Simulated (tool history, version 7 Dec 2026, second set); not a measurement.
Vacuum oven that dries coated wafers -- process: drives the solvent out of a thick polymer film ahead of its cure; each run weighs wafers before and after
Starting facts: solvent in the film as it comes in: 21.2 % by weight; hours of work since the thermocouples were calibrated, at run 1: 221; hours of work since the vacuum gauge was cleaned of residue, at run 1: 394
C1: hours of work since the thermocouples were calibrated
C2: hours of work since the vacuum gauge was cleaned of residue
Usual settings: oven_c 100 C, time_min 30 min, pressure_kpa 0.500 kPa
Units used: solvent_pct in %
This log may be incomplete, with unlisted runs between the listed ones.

Run 1, hour 0.0: usual settings; C1 221; C2 394. Result: solvent_pct 1.059 %.
Run 2, hour 15.5: usual settings; C1 232; C2 405. Result: solvent_pct 1.066 %.
Run 3, hour 27.8: usual settings but time_min 26 min; C1 241; C2 414. Result: solvent_pct 1.367 %.
Run 4, hour 39.9: usual settings but time_min 26 min; C1 249; C2 423. Result: solvent_pct 1.356 %.
Run 5, hour 51.5: usual settings but time_min 26 min; C1 257; C2 431. Result: solvent_pct 1.349 %.
Run 6, hour 67.0: usual settings but oven_c 90 C; C1 268; C2 442. Result: solvent_pct 3.204 %.
Run 7, hour 85.6: usual settings but oven_c 90 C; C1 281; C2 455. Result: solvent_pct 3.209 %.
Run 8, hour 100.7: usual settings; C1 292; C2 465. Result: solvent_pct 1.053 %.
Run 9, hour 115.4: usual settings; C1 302; C2 476. Result: solvent_pct 1.043 %.
Run 10, hour 137.0: usual settings; C1 317; C2 491. Result: solvent_pct 1.035 %.
Run 11, hour 147.4: usual settings but pressure_kpa 0.516 kPa; C1 325; C2 498. Result: solvent_pct 1.054 %.
Run 12, hour 169.2: usual settings but oven_c 90 C, time_min 16 min, pressure_kpa 0.723 kPa; C1 340; C2 513. Result: solvent_pct 6.923 %.
Run 13, hour 180.7: usual settings but oven_c 90 C, time_min 16 min, pressure_kpa 0.723 kPa; C1 348; C2 521. Result: solvent_pct 6.868 %.
Run 14, hour 192.3: usual settings but oven_c 90 C, time_min 16 min, pressure_kpa 0.723 kPa; C1 356; C2 530. Result: solvent_pct 6.912 %.
Run 15, hour 213.5: usual settings but oven_c 110 C, time_min 32 min, pressure_kpa 0.597 kPa; C1 371; C2 544. Result: solvent_pct 0.472 %.
Run 16, hour 226.7: usual settings but pressure_kpa 0.655 kPa; C1 380; C2 554. Result: solvent_pct 1.190 %.
Run 17, hour 239.4: usual settings but oven_c 86 C, pressure_kpa 1.044 kPa; C1 389; C2 563. Result: solvent_pct 5.230 %.
Run 18, hour 251.2: usual settings but oven_c 110 C, time_min 16 min, pressure_kpa 0.528 kPa; C1 397; C2 571. Result: solvent_pct 1.026 %.
Run 19, hour 270.7: usual settings but oven_c 110 C, time_min 42 min, pressure_kpa 0.331 kPa; C1 411; C2 585. Result: solvent_pct 0.262 %.
Run 20, hour 280.9: usual settings but oven_c 110 C, time_min 42 min, pressure_kpa 1.175 kPa; C1 418; C2 592. Result: solvent_pct 0.859 %.

Alternative continuations, all from the tool just after run 20; predict every row:
Run A, hour 301.5: usual settings but time_min 18 min; C1 433; C2 606. Result: solvent_pct ?.
Run B, hour 301.5: usual settings but oven_c 110 C, time_min 42 min, pressure_kpa 1.860 kPa; C1 433; C2 606. Result: solvent_pct ?.
Run C, hour 301.5: usual settings but oven_c 110 C, time_min 42 min, pressure_kpa 1.454 kPa; C1 433; C2 606. Result: solvent_pct ?.
Run D, hour 301.5: usual settings but oven_c 101 C, time_min 38 min, pressure_kpa 0.945 kPa; C1 433; C2 606. Result: solvent_pct ?.
Run E, hour 301.5: usual settings but oven_c 93 C, time_min 33 min, pressure_kpa 0.851 kPa; C1 433; C2 606. Result: solvent_pct ?.

run  solvent_pct
  A        2.562
  B        1.309
  C        1.036
  D        1.086
  E        2.366
Without the tool's hidden state the same runs would have given:
run  solvent_pct
  A        2.690
  B        1.293
  C        1.013
  D        1.073
  E        2.451
